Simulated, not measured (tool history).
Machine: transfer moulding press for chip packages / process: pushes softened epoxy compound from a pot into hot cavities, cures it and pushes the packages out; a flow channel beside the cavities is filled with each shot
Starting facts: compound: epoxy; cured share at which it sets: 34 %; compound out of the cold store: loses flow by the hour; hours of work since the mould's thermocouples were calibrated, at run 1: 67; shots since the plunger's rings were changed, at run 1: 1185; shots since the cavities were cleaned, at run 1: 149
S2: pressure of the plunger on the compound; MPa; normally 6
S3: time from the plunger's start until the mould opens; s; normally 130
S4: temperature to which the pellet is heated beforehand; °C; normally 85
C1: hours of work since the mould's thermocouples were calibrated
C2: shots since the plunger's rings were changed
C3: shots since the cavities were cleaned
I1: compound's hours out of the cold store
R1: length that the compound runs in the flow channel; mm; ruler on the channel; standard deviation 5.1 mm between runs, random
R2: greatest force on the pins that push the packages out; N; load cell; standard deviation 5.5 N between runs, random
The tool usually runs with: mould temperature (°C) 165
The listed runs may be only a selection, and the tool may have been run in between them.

run 1 day=0 | mould_temperature_(°C)=165 S2=6 S3=130 S4=85 | C1=67 C2=1185 C3=149 | I1=46.3 | R1=735 R2=276
run 2 day=2.542 | mould_temperature_(°C)=165 S2=6 S3=130 S4=85 | C1=96 C2=1626 C3=590 | I1=20 | R1=787 R2=352
-- day=4.279 cavities cleaned with cleaning compound and waxed
run 3 day=5.042 | mould_temperature_(°C)=165 S2=5.36 S3=130 S4=85 | C1=123 C2=2048 C3=132 | I1=41.1 | R1=699 R2=254
run 4 day=6.254 | mould_temperature_(°C)=165 S2=6 S3=155 S4=85 | C1=137 C2=2258 C3=342 | I1=13.4 | R1=797 R2=301
run 5 day=8.612 | mould_temperature_(°C)=165 S2=6 S3=130 S4=85 | C1=164 C2=2667 C3=751 | I1=8.8 | R1=801 R2=367
-- day=9.388 cavities cleaned with cleaning compound and waxed
run 6 day=11.071 | mould_temperature_(°C)=165 S2=6.24 S3=130 S4=85 | C1=191 C2=3082 C3=292 | I1=32.8 | R1=747 R2=293
run 7 day=12.171 | mould_temperature_(°C)=165 S2=6.24 S3=130 S4=78 | C1=204 C2=3273 C3=483 | I1=37.5 | R1=729 R2=341
run 8 day=13.875 | mould_temperature_(°C)=165 S2=6.24 S3=130 S4=78 | C1=223 C2=3568 C3=778 | I1=18 | R1=790 R2=358
-- day=14.525 cavities cleaned with cleaning compound and waxed
run 9 day=16.521 | mould_temperature_(°C)=165 S2=6 S3=130 S4=85 | C1=252 C2=4016 C3=346 | I1=39.1 | R1=708 R2=296
run 10 day=18.225 | mould_temperature_(°C)=165 S2=6 S3=130 S4=85 | C1=272 C2=4311 C3=641 | I1=17.4 | R1=753 R2=349
-- day=19.742 cavities cleaned with cleaning compound and waxed
run 11 day=20.875 | mould_temperature_(°C)=165 S2=6 S3=130 S4=85 | C1=301 C2=4759 C3=196 | I1=9 | R1=772 R2=287
-- day=21.579 plunger's sealing rings changed
run 12 day=23.146 | mould_temperature_(°C)=165 S2=6 S3=130 S4=85 | C1=326 C2=271 C3=572 | I1=19.2 | R1=809 R2=338
-- day=24.929 cavities cleaned with cleaning compound and waxed
run 13 day=25.546 | mould_temperature_(°C)=165 S2=6 S3=130 S4=85 | C1=352 C2=676 C3=106 | I1=40.5 | R1=743 R2=242
run 14 day=27.229 | mould_temperature_(°C)=165 S2=6 S3=156 S4=85 | C1=371 C2=968 C3=398 | I1=30 | R1=779 R2=292
run 15 day=28.688 | mould_temperature_(°C)=165 S2=6 S3=156 S4=85 | C1=388 C2=1220 C3=650 | I1=11 | R1=819 R2=319
-- day=30.029 cavities cleaned with cleaning compound and waxed
run 16 day=30.762 | mould_temperature_(°C)=165 S2=6 S3=142 S4=85 | C1=411 C2=1570 C3=127 | I1=33.6 | R1=762 R2=238
run 17 day=33.042 | mould_temperature_(°C)=165 S2=6 S3=116 S4=85 | C1=437 C2=1965 C3=522 | I1=39.2 | R1=743 R2=393
-- day=33.317 mould's thermocouples calibrated
run 18 day=35.038 | mould_temperature_(°C)=165 S2=6 S3=116 S4=85 | C1=20 C2=2296 C3=853 | I1=26.6 | R1=760 R2=440
-- day=35.338 cavities cleaned with cleaning compound and waxed
run 19 day=36.488 | mould_temperature_(°C)=165 S2=6 S3=128 S4=94 | C1=35 C2=2536 C3=199 | I1=12.7 | R1=796 R2=291
run 20 day=38.492 | mould_temperature_(°C)=165 S2=6 S3=128 S4=94 | C1=58 C2=2884 C3=547 | I1=39.9 | R1=714 R2=331
-- day=40.479 cavities cleaned with cleaning compound and waxed
run 21 day=40.538 | mould_temperature_(°C)=166 S2=6 S3=130 S4=76 | C1=81 C2=3228 C3=11 | I1=9.5 | R1=795 R2=197
run 22 day=42.738 | mould_temperature_(°C)=166 S2=6 S3=167 S4=95 | C1=106 C2=3609 C3=392 | I1=31.3 | R1=726 R2=286
run 23 day=43.9 | mould_temperature_(°C)=166 S2=6 S3=167 S4=83 | C1=119 C2=3811 C3=594 | I1=9.2 | R1=779 R2=307
-- day=45.654 cavities cleaned with cleaning compound and waxed
run 24 day=45.654 | mould_temperature_(°C)=166 S2=6.17 S3=167 S4=83 | C1=138 C2=4104 C3=0 | I1=15.8 | R1=773 R2=167
run 25 day=46.95 | mould_temperature_(°C)=166 S2=6.17 S3=167 S4=83 | C1=153 C2=4328 C3=224 | I1=36.5 | R1=715 R2=254
-- day=48.512 mould's thermocouples calibrated, once more
run 26 day=48.579 | mould_temperature_(°C)=166 S2=6.17 S3=167 S4=83 | C1=1 C2=4596 C3=492 | I1=25.1 | R1=746 R2=307
-- day=50.196 plunger's sealing rings changed
run 27 day=50.588 | mould_temperature_(°C)=171 S2=5.99 S3=130 S4=79 | C1=22 C2=68 C3=822 | I1=48 | R1=737 R2=332

How the hidden state differs across the entries between the runs, from the last listed run before each to the first after it:
From run 2 to run 3: cavities cleaned with cleaning compound and waxed (day 4.279)
  true mould temperature over the reading, C: 0.24 -> 0.21; pressure that reaches the compound, % of what is set: 93.5 -> 92.05; grip of the stained cavities, % over clean ones': 86.4 -> 35.5
  the result without the hidden state subtracted from the measured one, R1: -28 -> -30 mm; R2: +162 -> +65 N
From run 5 to run 6: cavities cleaned with cleaning compound and waxed (day 9.388)
  true mould temperature over the reading, C: 0.16 -> 0.13; pressure that reaches the compound, % of what is set: 89.88 -> 88.55; grip of the stained cavities, % over clean ones': 91.4 -> 62.9
  the result without the hidden state subtracted from the measured one, R1: -44 -> -48 mm; R2: +174 -> +113 N
From run 8 to run 9: cavities cleaned with cleaning compound and waxed (day 14.525)
  true mould temperature over the reading, C: 0.1 -> 0.07; pressure that reaches the compound, % of what is set: 86.89 -> 85.44; grip of the stained cavities, % over clean ones': 91.8 -> 67.3
  the result without the hidden state subtracted from the measured one, R1: -58 -> -59 mm; R2: +170 -> +118 N
From run 10 to run 11: cavities cleaned with cleaning compound and waxed (day 19.742)
  true mould temperature over the reading, C: 0.04 -> 0.01; pressure that reaches the compound, % of what is set: 84.44 -> 82.89; grip of the stained cavities, % over clean ones': 86.6 -> 49.8
  the result without the hidden state subtracted from the measured one, R1: -66 -> -75 mm; R2: +164 -> +95 N
From run 11 to run 12: plunger's sealing rings changed (day 21.579)
  true mould temperature over the reading, C: 0.01 -> -0.01; pressure that reaches the compound, % of what is set: 82.89 -> 98.68; grip of the stained cavities, % over clean ones': 49.8 -> 85.2
  the result without the hidden state subtracted from the measured one, R1: -75 -> -6 mm; R2: +95 -> +158 N
From run 12 to run 13: cavities cleaned with cleaning compound and waxed (day 24.929)
  true mould temperature over the reading, C: -0.01 -> -0.04; pressure that reaches the compound, % of what is set: 98.68 -> 97.15; grip of the stained cavities, % over clean ones': 85.2 -> 29.5
  the result without the hidden state subtracted from the measured one, R1: -6 -> -11 mm; R2: +158 -> +55 N
From run 15 to run 16: cavities cleaned with cleaning compound and waxed (day 30.029)
  true mould temperature over the reading, C: -0.08 -> -0.1; pressure that reaches the compound, % of what is set: 95.12 -> 93.84; grip of the stained cavities, % over clean ones': 87.1 -> 34.2
  the result without the hidden state subtracted from the measured one, R1: -20 -> -24 mm; R2: +147 -> +61 N
From run 17 to run 18: mould's thermocouples calibrated (day 33.317)
  true mould temperature over the reading, C: -0.13 -> -0.22; pressure that reaches the compound, % of what is set: 92.44 -> 91.27; grip of the stained cavities, % over clean ones': 80.9 -> 93
  the result without the hidden state subtracted from the measured one, R1: -29 -> -35 mm; R2: +176 -> +213 N
From run 18 to run 19: cavities cleaned with cleaning compound and waxed (day 35.338)
  true mould temperature over the reading, C: -0.22 -> -0.24; pressure that reaches the compound, % of what is set: 91.27 -> 90.35; grip of the stained cavities, % over clean ones': 93 -> 45.3
  the result without the hidden state subtracted from the measured one, R1: -35 -> -41 mm; R2: +213 -> +91 N
From run 20 to run 21: cavities cleaned with cleaning compound and waxed (day 40.479)
  true mould temperature over the reading, C: -0.26 -> -0.29; pressure that reaches the compound, % of what is set: 89.06 -> 87.87; grip of the stained cavities, % over clean ones': 81.8 -> 5.7
  the result without the hidden state subtracted from the measured one, R1: -42 -> -52 mm; R2: +152 -> +13 N
From run 23 to run 24: cavities cleaned with cleaning compound and waxed (day 45.654)
  true mould temperature over the reading, C: -0.33 -> -0.35; pressure that reaches the compound, % of what is set: 85.78 -> 84.72; grip of the stained cavities, % over clean ones': 84.4 -> 1.7
  the result without the hidden state subtracted from the measured one, R1: -61 -> -66 mm; R2: +144 -> +3 N
From run 25 to run 26: mould's thermocouples calibrated, once more (day 48.512)
  true mould temperature over the reading, C: -0.37 -> 0.02; pressure that reaches the compound, % of what is set: 83.8 -> 82.82; grip of the stained cavities, % over clean ones': 50.9 -> 79.6
  the result without the hidden state subtracted from the measured one, R1: -64 -> -74 mm; R2: +87 -> +136 N
From run 26 to run 27: plunger's sealing rings changed (day 50.196)
  true mould temperature over the reading, C: 0.02 -> 0; pressure that reaches the compound, % of what is set: 82.82 -> 99.63; grip of the stained cavities, % over clean ones': 79.6 -> 92.4
  the result without the hidden state subtracted from the measured one, R1: -74 -> -1 mm; R2: +136 -> +160 N
